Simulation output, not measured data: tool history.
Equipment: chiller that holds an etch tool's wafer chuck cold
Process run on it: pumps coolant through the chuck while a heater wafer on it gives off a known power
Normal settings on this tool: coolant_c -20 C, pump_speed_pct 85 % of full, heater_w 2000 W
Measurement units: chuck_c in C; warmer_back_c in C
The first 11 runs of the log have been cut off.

Run 12, hour 408.3: usual settings. Result: chuck_c -1.9 C, warmer_back_c 8.56 C.
Run 13, hour 442.6: usual settings. Result: chuck_c -1.8 C, warmer_back_c 8.61 C.
Run 14, hour 468.7: usual settings. Result: chuck_c -1.8 C, warmer_back_c 8.61 C.
Run 15, hour 500.3: usual settings. Result: chuck_c -1.8 C, warmer_back_c 8.54 C.
Run 16, hour 530.0: usual settings. Result: chuck_c -2.0 C, warmer_back_c 8.57 C.
Run 17, hour 568.0: usual settings. Result: chuck_c -1.8 C, warmer_back_c 8.62 C.
Run 18, hour 586.1: usual settings. Result: chuck_c -1.7 C, warmer_back_c 8.56 C.
Run 19, hour 607.5: usual settings but coolant_c -11 C, heater_w 1071 W. Result: chuck_c -1.2 C, warmer_back_c 4.63 C.
Run 20, hour 646.5: usual settings but heater_w 1749 W. Result: chuck_c -4.2 C, warmer_back_c 7.53 C.
Run 21, hour 664.8: usual settings but coolant_c -23 C, pump_speed_pct 68 % of full, heater_w 1372 W. Result: chuck_c -8.5 C, warmer_back_c 7.63 C.
Run 22, hour 695.4: usual settings but coolant_c -15 C, pump_speed_pct 82 % of full. Result: chuck_c 3.4 C, warmer_back_c 8.88 C.
Run 23, hour 717.8: usual settings but heater_w 2957 W. Result: chuck_c 6.9 C, warmer_back_c 12.68 C.
Run 24, hour 759.8: usual settings but pump_speed_pct 76 % of full, heater_w 2029 W. Result: chuck_c 0.1 C, warmer_back_c 9.84 C.
Run 25, hour 790.0: usual settings but pump_speed_pct 76 % of full, heater_w 2029 W. Result: chuck_c -0.1 C, warmer_back_c 9.91 C.
Run 26, hour 828.0: usual settings but coolant_c -23 C, pump_speed_pct 98 % of full, heater_w 1916 W. Result: chuck_c -7.0 C, warmer_back_c 7.04 C.
Run 27, hour 855.3: usual settings but coolant_c -14 C, pump_speed_pct 62 % of full, heater_w 1164 W. Result: chuck_c -0.9 C, warmer_back_c 7.16 C.
Run 28, hour 894.3: usual settings but pump_speed_pct 90 % of full, heater_w 1541 W. Result: chuck_c -6.4 C, warmer_back_c 6.25 C.
Run 29, hour 922.3: usual settings but coolant_c -14 C, pump_speed_pct 93 % of full, heater_w 1225 W. Result: chuck_c -3.6 C, warmer_back_c 4.81 C.
Run 30, hour 946.8: usual settings but coolant_c -14 C, pump_speed_pct 93 % of full, heater_w 1225 W. Result: chuck_c -3.3 C, warmer_back_c 4.72 C.
At hour 981.6: coolant changed, channels flushed.
Run 31, hour 982.4: usual settings but coolant_c -14 C, pump_speed_pct 93 % of full, heater_w 1225 W. Result: chuck_c -3.4 C, warmer_back_c 4.77 C.
Run 32, hour 1005.6: usual settings but coolant_c -14 C, pump_speed_pct 93 % of full, heater_w 1225 W. Result: chuck_c -3.7 C, warmer_back_c 4.76 C.
Run 33, hour 1043.2: usual settings but coolant_c -14 C, pump_speed_pct 93 % of full, heater_w 1225 W. Result: chuck_c -3.5 C, warmer_back_c 4.70 C.

Here are 3 independent what-if runs from the current tool condition. What would each one return?
Run A, hour 1087.4: usual settings but coolant_c -12 C, pump_speed_pct 66 % of full, heater_w 2380 W. Result: chuck_c ?, warmer_back_c ?.
Run B, hour 1087.4: usual settings but coolant_c -17 C, heater_w 1225 W. Result: chuck_c ?, warmer_back_c ?.
Run C, hour 1087.4: usual settings but coolant_c -14 C, pump_speed_pct 94 % of full, heater_w 2937 W. Result: chuck_c ?, warmer_back_c ?.

run  chuck_c  warmer_back_c
  A     13.5          13.60
  B     -6.0           5.25
  C     11.0          11.27
Without the tool's unlogged condition, the same runs would have read:
run  chuck_c  warmer_back_c
  A     13.5          13.60
  B     -6.0           5.25
  C     11.0          11.26

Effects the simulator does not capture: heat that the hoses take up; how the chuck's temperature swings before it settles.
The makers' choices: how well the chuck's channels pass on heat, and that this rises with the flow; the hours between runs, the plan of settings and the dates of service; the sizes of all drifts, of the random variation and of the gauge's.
